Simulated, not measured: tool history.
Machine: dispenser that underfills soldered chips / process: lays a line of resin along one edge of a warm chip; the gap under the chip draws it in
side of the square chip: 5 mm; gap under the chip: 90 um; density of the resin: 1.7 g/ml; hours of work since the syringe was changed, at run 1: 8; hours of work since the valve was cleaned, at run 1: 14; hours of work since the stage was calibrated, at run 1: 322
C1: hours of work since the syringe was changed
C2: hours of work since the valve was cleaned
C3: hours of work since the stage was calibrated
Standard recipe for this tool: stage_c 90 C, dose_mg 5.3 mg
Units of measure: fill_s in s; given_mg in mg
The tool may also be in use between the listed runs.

{"run": 1, "hour": 0.0, "stage_c": 90, "dose_mg": 5.3, "C1": 8, "C2": 14, "C3": 322, "fill_s": 17, "given_mg": 5.26}
{"hour": 1.9, "done": "new syringe of resin"}
{"run": 2, "hour": 6.9, "stage_c": 90, "dose_mg": 5.3, "C1": 4, "C2": 19, "C3": 328, "fill_s": 13.5, "given_mg": 5.24}
{"hour": 13.3, "done": "new syringe of resin"}
{"run": 3, "hour": 16.2, "stage_c": 90, "dose_mg": 5.3, "C1": 2, "C2": 27, "C3": 335, "fill_s": 12.2, "given_mg": 5.24}
{"run": 4, "hour": 21.2, "stage_c": 100, "dose_mg": 5.3, "C1": 6, "C2": 31, "C3": 339, "fill_s": 10.8, "given_mg": 5.18}
{"hour": 24.8, "done": "new syringe of resin"}
{"run": 5, "hour": 31.9, "stage_c": 100, "dose_mg": 5.3, "C1": 6, "C2": 39, "C3": 347, "fill_s": 10.8, "given_mg": 5.2}
{"hour": 36.9, "done": "new syringe of resin"}
{"run": 6, "hour": 40.0, "stage_c": 100, "dose_mg": 5.3, "C1": 2, "C2": 45, "C3": 353, "fill_s": 8.9, "given_mg": 5.23}
{"run": 7, "hour": 47.7, "stage_c": 104, "dose_mg": 5.85, "C1": 8, "C2": 51, "C3": 359, "fill_s": 10.2, "given_mg": 5.73}
{"hour": 48.9, "done": "new syringe of resin"}
{"run": 8, "hour": 56.7, "stage_c": 104, "dose_mg": 6.04, "C1": 6, "C2": 58, "C3": 366, "fill_s": 8.9, "given_mg": 5.91}
{"hour": 60.5, "done": "new syringe of resin"}
{"run": 9, "hour": 61.8, "stage_c": 104, "dose_mg": 6.04, "C1": 1, "C2": 62, "C3": 370, "fill_s": 6.9, "given_mg": 5.9}
{"run": 10, "hour": 70.1, "stage_c": 91, "dose_mg": 5.3, "C1": 8, "C2": 68, "C3": 376, "fill_s": 16.4, "given_mg": 5.2}
{"hour": 72.0, "done": "new syringe of resin"}
{"run": 11, "hour": 80.5, "stage_c": 91, "dose_mg": 5.3, "C1": 7, "C2": 76, "C3": 384, "fill_s": 15.8, "given_mg": 5.17}
{"hour": 84.0, "done": "new syringe of resin"}
{"run": 12, "hour": 87.4, "stage_c": 91, "dose_mg": 5.3, "C1": 3, "C2": 81, "C3": 390, "fill_s": 12.2, "given_mg": 5.13}

4 ways to go on from here, each from the tool as it stands after run 12. What would each give?
{"hour": 95.8, "done": "new syringe of resin"}
{"run": "A", "hour": 96.2, "stage_c": 89, "dose_mg": 5.3, "C1": 0, "C2": 88, "C3": 396, "fill_s": "?", "given_mg": "?"}
{"hour": 95.8, "done": "new syringe of resin"}
{"run": "B", "hour": 96.2, "stage_c": 90, "dose_mg": 5.43, "C1": 0, "C2": 88, "C3": 396, "fill_s": "?", "given_mg": "?"}
{"hour": 95.8, "done": "new syringe of resin"}
{"run": "C", "hour": 96.2, "stage_c": 80, "dose_mg": 5.48, "C1": 0, "C2": 88, "C3": 396, "fill_s": "?", "given_mg": "?"}
{"hour": 95.8, "done": "new syringe of resin"}
{"run": "D", "hour": 96.2, "stage_c": 89, "dose_mg": 6.45, "C1": 0, "C2": 88, "C3": 396, "fill_s": "?", "given_mg": "?"}

run=A fill_s=11.3 given_mg=5.12
run=B fill_s=10.8 given_mg=5.26
run=C fill_s=15.3 given_mg=5.32
run=D fill_s=11 given_mg=6.25
With no hidden state in the tool, these same runs would have given:
run=A fill_s=11.5 given_mg=5.29
run=B fill_s=11 given_mg=5.43
run=C fill_s=15.7 given_mg=5.5
run=D fill_s=11.2 given_mg=6.45

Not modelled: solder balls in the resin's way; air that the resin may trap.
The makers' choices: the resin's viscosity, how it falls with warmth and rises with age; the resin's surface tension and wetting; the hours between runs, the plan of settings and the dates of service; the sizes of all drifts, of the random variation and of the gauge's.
